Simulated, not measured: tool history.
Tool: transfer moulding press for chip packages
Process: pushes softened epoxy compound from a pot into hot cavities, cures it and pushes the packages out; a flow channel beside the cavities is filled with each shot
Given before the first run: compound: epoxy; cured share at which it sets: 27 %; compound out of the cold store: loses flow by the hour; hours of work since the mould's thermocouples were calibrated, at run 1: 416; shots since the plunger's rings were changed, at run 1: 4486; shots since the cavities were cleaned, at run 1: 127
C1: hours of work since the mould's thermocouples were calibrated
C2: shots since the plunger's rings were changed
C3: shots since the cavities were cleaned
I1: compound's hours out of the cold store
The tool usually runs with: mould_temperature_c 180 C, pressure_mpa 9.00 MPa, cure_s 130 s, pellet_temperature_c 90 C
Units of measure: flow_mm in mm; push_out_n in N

run 1 hour=0.0 | mould_temperature_c=180 pressure_mpa=9.00 cure_s=130 pellet_temperature_c=90 | C1=416 C2=4486 C3=127 | I1=44.7 | flow_mm=531 push_out_n=597
run 2 hour=7.4 | mould_temperature_c=180 pressure_mpa=9.00 cure_s=130 pellet_temperature_c=90 | C1=420 C2=4553 C3=194 | I1=19.6 | flow_mm=620 push_out_n=663
run 3 hour=24.1 | mould_temperature_c=180 pressure_mpa=9.00 cure_s=130 pellet_temperature_c=90 | C1=431 C2=4704 C3=345 | I1=37.7 | flow_mm=546 push_out_n=732
run 4 hour=33.3 | mould_temperature_c=180 pressure_mpa=9.00 cure_s=130 pellet_temperature_c=90 | C1=437 C2=4787 C3=428 | I1=11.9 | flow_mm=642 push_out_n=830
run 5 hour=50.1 | mould_temperature_c=180 pressure_mpa=9.00 cure_s=130 pellet_temperature_c=90 | C1=448 C2=4938 C3=579 | I1=44.8 | flow_mm=521 push_out_n=847
run 6 hour=64.4 | mould_temperature_c=180 pressure_mpa=9.00 cure_s=130 pellet_temperature_c=90 | C1=457 C2=5068 C3=709 | I1=22.3 | flow_mm=605 push_out_n=920
run 7 hour=80.9 | mould_temperature_c=180 pressure_mpa=9.00 cure_s=130 pellet_temperature_c=90 | C1=468 C2=5217 C3=858 | I1=34.9 | flow_mm=552 push_out_n=980
-- hour=87.3 cavities cleaned with cleaning compound and waxed
run 8 hour=97.2 | mould_temperature_c=180 pressure_mpa=7.47 cure_s=132 pellet_temperature_c=92 | C1=477 C2=5351 C3=90 | I1=45.9 | flow_mm=479 push_out_n=571
run 9 hour=105.1 | mould_temperature_c=180 pressure_mpa=7.47 cure_s=132 pellet_temperature_c=92 | C1=482 C2=5422 C3=161 | I1=23.3 | flow_mm=539 push_out_n=661
run 10 hour=112.8 | mould_temperature_c=180 pressure_mpa=9.00 cure_s=130 pellet_temperature_c=88 | C1=487 C2=5492 C3=231 | I1=17.4 | flow_mm=604 push_out_n=728

Predict the results of run 11:
run 11 hour=128.2 | mould_temperature_c=174 pressure_mpa=10.73 cure_s=150 pellet_temperature_c=84 | C1=497 C2=5631 C3=370 | I1=21.0 | flow_mm=? push_out_n=?

flow_mm: 679 mm
push_out_n: 931 N
Minus the tool's unlogged condition, the same run would have read flow_mm 742 mm, push_out_n 548 N.

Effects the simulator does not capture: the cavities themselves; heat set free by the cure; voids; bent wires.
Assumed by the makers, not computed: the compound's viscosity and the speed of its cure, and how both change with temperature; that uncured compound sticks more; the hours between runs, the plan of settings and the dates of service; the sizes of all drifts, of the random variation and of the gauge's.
